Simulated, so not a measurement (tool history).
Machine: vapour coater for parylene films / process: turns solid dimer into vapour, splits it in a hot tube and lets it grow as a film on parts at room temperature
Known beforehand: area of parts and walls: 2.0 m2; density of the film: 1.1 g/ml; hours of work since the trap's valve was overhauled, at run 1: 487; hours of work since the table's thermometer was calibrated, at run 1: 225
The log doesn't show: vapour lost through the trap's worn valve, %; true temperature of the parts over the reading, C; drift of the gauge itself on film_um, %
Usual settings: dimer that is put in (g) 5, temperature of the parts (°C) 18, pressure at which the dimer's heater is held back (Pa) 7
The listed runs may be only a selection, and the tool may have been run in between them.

run,hour,dimer that is put in (g),temperature of the parts (°C),pressure at which the dimer's heater is held back (Pa),hours of work since the trap's valve was overhauled,hours of work since the table's thermometer was calibrated,thickness of the film (nm)
1,0,5,18,7,487,225,953
# hour 62.8: trap's valve overhauled
2,66.7,5,18,7,3,280,1077
3,98.8,5,18,7,31,307,1048
4,155.5,5,18,7,80,356,1061
5,216.4,5,18,7,133,409,1009
6,265.9,5,18,7,176,452,1026
7,329.3,5,29,7,230,506,812
8,359.9,7,18,2.54,257,533,1753
9,405.6,5,17,7,296,572,1017
10,469,8,15,7.45,351,627,1651
11,511.2,5,17,2.5,387,664,1234
12,564.9,5,18,7.34,434,710,963

4 options for the next run, each taken on its own from the tool as it stands now. Forecast them:
A,628.7,2,18,7.34,489,765,?
B,628.7,5,24,5.43,489,765,?
C,628.7,2,26,4.08,489,765,?
D,628.7,3,13,3.37,489,765,?

run,thickness of the film (nm)
A,378
B,889
C,357
D,736
The same runs, with their run-to-run variation unchanged, on a tool lacking any hidden condition would have given:
run,thickness of the film (nm)
A,429
B,1007
C,405
D,833
